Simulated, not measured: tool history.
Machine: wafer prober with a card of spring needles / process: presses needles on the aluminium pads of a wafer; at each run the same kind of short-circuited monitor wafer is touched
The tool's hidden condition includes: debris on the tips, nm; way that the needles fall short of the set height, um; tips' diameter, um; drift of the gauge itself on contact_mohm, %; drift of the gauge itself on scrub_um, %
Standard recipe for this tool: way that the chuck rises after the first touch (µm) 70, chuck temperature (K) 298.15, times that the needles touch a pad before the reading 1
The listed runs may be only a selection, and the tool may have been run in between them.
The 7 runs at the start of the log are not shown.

run,day,way that the chuck rises after the first touch (µm),chuck temperature (K),times that the needles touch a pad before the reading,touches since the tips were cleaned,cleanings since the card got new needles,touches since the first contact's height was set,resistance of one needle with its contact and lead (mohm),way that a needle slides on the pad (µm)
# day 5.767: tips cleaned on abrasive film
8,6.067,70,298.15,1,1722,29,50391,154,14.308
# day 7.175: tips cleaned on abrasive film
9,7.442,70,298.15,2,1532,30,58283,153,14.319
10,8.054,70,298.15,2,5062,30,61813,154,14.332
# day 8.667: tips cleaned on abrasive film
11,9.262,70,298.15,1,3434,31,68737,154,14.351
12,10.038,70,298.15,1,7897,31,73200,152,14.346
# day 10.108: tips cleaned on abrasive film
# day 10.438: height of the first contact set anew
13,11.267,70,298.15,1,6588,32,4757,154,14.382
# day 11.629: tips cleaned on abrasive film
14,12.583,70,298.15,1,5491,33,12320,152,14.404
# day 13.1: tips cleaned on abrasive film
15,13.217,70,298.15,2,673,34,15939,155,14.389
16,13.942,70,298.15,2,4833,34,20099,153,14.413
# day 14.512: tips cleaned on abrasive film
17,14.517,70,305.15,1,35,35,23401,153,14.421
18,15.65,70,343.15,1,6543,35,29909,162,14.439
# day 15.938: tips cleaned on abrasive film
19,16.975,88,303.15,1,5975,36,37512,153,18.158
# day 17.379: tips cleaned on abrasive film
20,17.829,56,340.15,1,2603,37,42406,161,11.577
21,18.517,56,340.15,1,6560,37,46363,163,11.581
# day 18.8: tips cleaned on abrasive film
22,19.125,56,340.15,1,1866,38,49838,168,11.576
23,20.146,70,324.15,1,7747,38,55719,159,14.49
# day 20.238: tips cleaned on abrasive film
24,21.058,71,323.15,1,4732,39,60944,157,14.714
# day 21.658: tips cleaned on abrasive film
25,22.038,83,331.15,2,2177,40,66543,158,17.223
# day 23.1: tips cleaned on abrasive film
26,23.442,57,339.15,1,1978,41,74610,161,11.832
# day 23.562: height of the first contact set anew
27,24.462,69,298.15,1,7761,41,5171,157,14.34
# day 24.592: tips cleaned on abrasive film
28,25.808,70,310.15,1,7015,42,12914,155,14.564
# day 26.092: tips cleaned on abrasive film
29,26.454,70,310.15,1,2094,43,16602,158,14.571
# day 27.521: tips cleaned on abrasive film
30,27.771,56,375.15,2,1437,44,24141,173,11.682
31,28.525,56,375.15,2,5774,44,28478,172,11.676
# day 28.988: tips cleaned on abrasive film
32,29.738,56,375.15,2,4328,45,35445,171,11.698

Branching from run 32: 3 alternative next runs. What would each branch give?
# day 30.092: gauge calibrated
# day 30.475: tips cleaned on abrasive film
A,30.892,88,298.15,3,2393,46,42062,?,?
# day 30.092: gauge calibrated
# day 30.475: tips cleaned on abrasive film
B,30.892,70,298.15,1,2393,46,42062,?,?
# day 30.092: gauge calibrated
# day 30.475: tips cleaned on abrasive film
C,30.892,56,375.15,3,2393,46,42062,?,?

run,resistance of one needle with its contact and lead (mohm),way that a needle slides on the pad (µm)
A,148,17.911
B,156,14.24
C,173,11.4
What these runs would have given with no unlogged condition in the tool:
run,resistance of one needle with its contact and lead (mohm),way that a needle slides on the pad (µm)
A,148,17.898
B,156,14.23
C,173,11.392
